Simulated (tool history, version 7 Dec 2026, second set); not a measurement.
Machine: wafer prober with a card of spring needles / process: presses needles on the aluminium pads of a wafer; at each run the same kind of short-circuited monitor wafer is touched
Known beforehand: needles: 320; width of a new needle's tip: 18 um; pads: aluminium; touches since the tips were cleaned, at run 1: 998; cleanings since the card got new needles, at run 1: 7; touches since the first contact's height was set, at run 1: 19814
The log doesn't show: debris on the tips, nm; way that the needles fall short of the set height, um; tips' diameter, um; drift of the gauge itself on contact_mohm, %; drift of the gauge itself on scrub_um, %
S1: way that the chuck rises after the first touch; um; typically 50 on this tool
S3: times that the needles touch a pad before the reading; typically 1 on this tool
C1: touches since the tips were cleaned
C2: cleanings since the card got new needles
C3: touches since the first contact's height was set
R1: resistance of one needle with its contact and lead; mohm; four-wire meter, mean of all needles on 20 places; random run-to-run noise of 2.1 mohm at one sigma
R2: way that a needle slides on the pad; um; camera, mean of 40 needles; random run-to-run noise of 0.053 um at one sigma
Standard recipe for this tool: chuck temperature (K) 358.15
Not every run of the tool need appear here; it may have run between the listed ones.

{"run": 1, "hour": 0.0, "S1": 50, "chuck temperature (K)": 358.15, "S3": 1, "C1": 998, "C2": 7, "C3": 19814, "R1": 239, "R2": 11.25}
{"hour": 3.7, "done": "tips cleaned on abrasive film"}
{"run": 2, "hour": 5.6, "S1": 50, "chuck temperature (K)": 358.15, "S3": 1, "C1": 694, "C2": 8, "C3": 21786, "R1": 269, "R2": 11.14}
{"hour": 10.6, "done": "tips cleaned on abrasive film"}
{"run": 3, "hour": 11.7, "S1": 50, "chuck temperature (K)": 353.15, "S3": 1, "C1": 395, "C2": 9, "C3": 23945, "R1": 234, "R2": 11.12}
{"hour": 17.4, "done": "tips cleaned on abrasive film"}
{"run": 4, "hour": 19.9, "S1": 50, "chuck temperature (K)": 350.15, "S3": 1, "C1": 923, "C2": 10, "C3": 26847, "R1": 236, "R2": 11.11}
{"hour": 22.1, "done": "tips cleaned on abrasive film, once more"}
{"run": 5, "hour": 25.8, "S1": 50, "chuck temperature (K)": 315.15, "S3": 1, "C1": 1319, "C2": 11, "C3": 28915, "R1": 232, "R2": 11.13}
{"hour": 29.4, "done": "tips cleaned on abrasive film"}
{"run": 6, "hour": 34.1, "S1": 50, "chuck temperature (K)": 315.15, "S3": 1, "C1": 1703, "C2": 12, "C3": 31847, "R1": 235, "R2": 11.23}
{"hour": 35.8, "done": "tips cleaned on abrasive film"}
{"run": 7, "hour": 41.0, "S1": 50, "chuck temperature (K)": 325.15, "S3": 1, "C1": 1861, "C2": 13, "C3": 34292, "R1": 239, "R2": 11.12}
{"hour": 42.4, "done": "tips cleaned on abrasive film"}
{"run": 8, "hour": 46.1, "S1": 50, "chuck temperature (K)": 325.15, "S3": 2, "C1": 1338, "C2": 14, "C3": 36086, "R1": 228, "R2": 11.21}
{"hour": 49.6, "done": "tips cleaned on abrasive film"}
{"run": 9, "hour": 51.2, "S1": 50, "chuck temperature (K)": 325.15, "S3": 2, "C1": 585, "C2": 15, "C3": 37873, "R1": 225, "R2": 10.95}
{"hour": 56.4, "done": "tips cleaned on abrasive film"}
{"run": 10, "hour": 59.3, "S1": 50, "chuck temperature (K)": 325.15, "S3": 2, "C1": 1027, "C2": 16, "C3": 40721, "R1": 229, "R2": 11.09}
{"hour": 63.7, "done": "tips cleaned on abrasive film"}
{"run": 11, "hour": 67.0, "S1": 50, "chuck temperature (K)": 325.15, "S3": 2, "C1": 1189, "C2": 17, "C3": 43453, "R1": 227, "R2": 10.98}
{"hour": 70.2, "done": "tips cleaned on abrasive film"}
{"run": 12, "hour": 75.0, "S1": 50, "chuck temperature (K)": 325.15, "S3": 2, "C1": 1718, "C2": 18, "C3": 46282, "R1": 233, "R2": 11.03}
{"hour": 77.5, "done": "tips cleaned on abrasive film"}
{"run": 13, "hour": 82.0, "S1": 50, "chuck temperature (K)": 350.15, "S3": 1, "C1": 1607, "C2": 19, "C3": 48741, "R1": 245, "R2": 10.94}
{"hour": 84.4, "done": "tips cleaned on abrasive film"}
{"run": 14, "hour": 86.5, "S1": 50, "chuck temperature (K)": 358.15, "S3": 1, "C1": 739, "C2": 20, "C3": 50307, "R1": 236, "R2": 10.95}
{"hour": 91.0, "done": "tips cleaned on abrasive film"}
{"run": 15, "hour": 91.8, "S1": 50, "chuck temperature (K)": 358.15, "S3": 1, "C1": 281, "C2": 21, "C3": 52180, "R1": 231, "R2": 10.92}
{"hour": 97.6, "done": "tips cleaned on abrasive film"}
{"run": 16, "hour": 97.6, "S1": 50, "chuck temperature (K)": 358.15, "S3": 1, "C1": 0, "C2": 22, "C3": 54207, "R1": 230, "R2": 10.99}
{"hour": 104.1, "done": "tips cleaned on abrasive film"}
{"run": 17, "hour": 104.2, "S1": 44, "chuck temperature (K)": 310.15, "S3": 1, "C1": 40, "C2": 23, "C3": 56560, "R1": 220, "R2": 9.63}
{"hour": 110.6, "done": "tips cleaned on abrasive film"}
{"run": 18, "hour": 110.6, "S1": 45, "chuck temperature (K)": 310.15, "S3": 3, "C1": 0, "C2": 24, "C3": 58806, "R1": 218, "R2": 9.67}
{"hour": 117.5, "done": "tips cleaned on abrasive film"}
{"run": 19, "hour": 118.1, "S1": 54, "chuck temperature (K)": 345.15, "S3": 3, "C1": 222, "C2": 25, "C3": 61449, "R1": 222, "R2": 11.69}
{"hour": 124.0, "done": "tips cleaned on abrasive film"}
{"run": 20, "hour": 124.3, "S1": 50, "chuck temperature (K)": 306.15, "S3": 1, "C1": 110, "C2": 26, "C3": 63625, "R1": 218, "R2": 10.93}
{"hour": 130.6, "done": "tips cleaned on abrasive film"}
{"run": 21, "hour": 130.6, "S1": 50, "chuck temperature (K)": 306.15, "S3": 1, "C1": 0, "C2": 27, "C3": 65849, "R1": 216, "R2": 10.84}
{"hour": 137.2, "done": "tips cleaned on abrasive film"}
{"run": 22, "hour": 138.4, "S1": 50, "chuck temperature (K)": 306.15, "S3": 1, "C1": 418, "C2": 28, "C3": 68611, "R1": 222, "R2": 10.73}
{"hour": 143.8, "done": "tips cleaned on abrasive film"}
{"run": 23, "hour": 147.4, "S1": 50, "chuck temperature (K)": 328.15, "S3": 1, "C1": 1286, "C2": 29, "C3": 71812, "R1": 239, "R2": 10.86}

Expected results for the next run?
{"hour": 150.3, "done": "tips cleaned on abrasive film"}
{"run": 24, "hour": 152.8, "S1": 31, "chuck temperature (K)": 356.15, "S3": 1, "C1": 889, "C2": 30, "C3": 73698, "R1": "?", "R2": "?"}

R1: 275 mohm
R2: 6.50 um
On a tool with no hidden condition, and with the same random variation, this run would have come out at R1 237 mohm, R2 7.08 um.
